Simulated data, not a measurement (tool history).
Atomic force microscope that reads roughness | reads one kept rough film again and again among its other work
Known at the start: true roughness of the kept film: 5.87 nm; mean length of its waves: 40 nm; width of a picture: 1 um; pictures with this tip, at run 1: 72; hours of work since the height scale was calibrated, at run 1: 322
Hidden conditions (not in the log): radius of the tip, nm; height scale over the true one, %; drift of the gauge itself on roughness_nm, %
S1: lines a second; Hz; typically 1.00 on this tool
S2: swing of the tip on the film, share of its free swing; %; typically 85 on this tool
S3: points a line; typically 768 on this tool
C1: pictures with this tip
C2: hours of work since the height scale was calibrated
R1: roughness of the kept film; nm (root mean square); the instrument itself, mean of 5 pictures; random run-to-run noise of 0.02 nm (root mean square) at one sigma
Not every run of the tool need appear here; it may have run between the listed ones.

run,day,S1,S2,S3,C1,C2,R1
1,0.000,1.00,85,768,72,322,3.907
# day 0.271: new tip fitted
2,0.542,1.00,85,768,12,329,4.702
3,1.025,1.00,85,533,34,336,4.365
4,1.417,3.22,85,533,52,342,3.796
5,2.017,3.22,56,533,79,351,3.876
# day 2.179: new tip fitted
6,2.567,3.22,56,533,17,358,4.634
7,3.325,2.62,85,768,52,369,3.840
# day 4.088: new tip fitted
8,4.100,2.32,85,768,1,380,4.696
9,4.908,0.58,85,768,38,392,4.411
10,5.479,0.58,59,768,63,401,4.161
# day 5.946: new tip fitted
11,5.946,0.60,85,768,0,407,5.001
12,6.550,0.60,85,768,27,416,4.566
13,6.929,0.60,85,768,44,421,4.294
14,7.721,1.00,79,768,81,433,3.838
# day 7.821: new tip fitted
15,8.117,1.00,79,768,14,439,4.716
16,8.617,1.00,88,768,36,446,4.307
17,9.400,1.00,85,768,72,457,3.853
# day 9.700: new tip fitted
18,10.292,1.00,85,768,27,470,4.461
19,10.867,1.92,85,768,54,478,3.969
20,11.350,1.92,85,768,76,485,3.706
# day 11.562: new tip fitted
21,11.896,1.40,58,279,15,493,4.750
22,12.633,1.00,74,581,49,504,4.210
# day 13.438: new tip fitted
23,13.438,1.00,74,581,0,515,4.928
24,14.212,1.00,74,581,35,527,4.305
25,15.046,1.00,55,306,73,539,3.911
# day 15.312: new tip fitted
26,15.896,1.04,55,306,26,551,4.574
27,16.725,1.10,83,523,64,563,3.955
# day 17.212: new tip fitted
28,17.438,1.10,83,523,10,573,4.753
29,18.288,1.10,83,523,49,586,4.124
30,18.792,1.00,85,985,72,593,3.848
# day 19.071: new tip fitted
31,19.542,0.66,74,889,21,604,4.655
32,20.083,1.00,88,886,46,611,4.162
# day 20.942: new tip fitted
33,20.962,0.58,75,768,1,624,5.033
34,21.467,1.68,69,935,24,631,4.543
35,22.050,1.68,69,935,50,640,4.205
36,22.529,0.67,82,664,72,647,3.933
# day 22.829: new tip fitted
37,23.100,3.31,68,266,12,655,4.633

What if the next run were any one of these 3? Each begins from the tool's condition after run 37:
A,24.000,0.66,67,935,53,668,?
B,24.000,0.51,79,768,53,668,?
C,24.000,3.31,72,266,53,668,?

run,R1
A,4.189
B,4.196
C,3.936
Without the tool's hidden state the same runs would have given:
run,R1
A,5.068
B,5.076
C,4.763
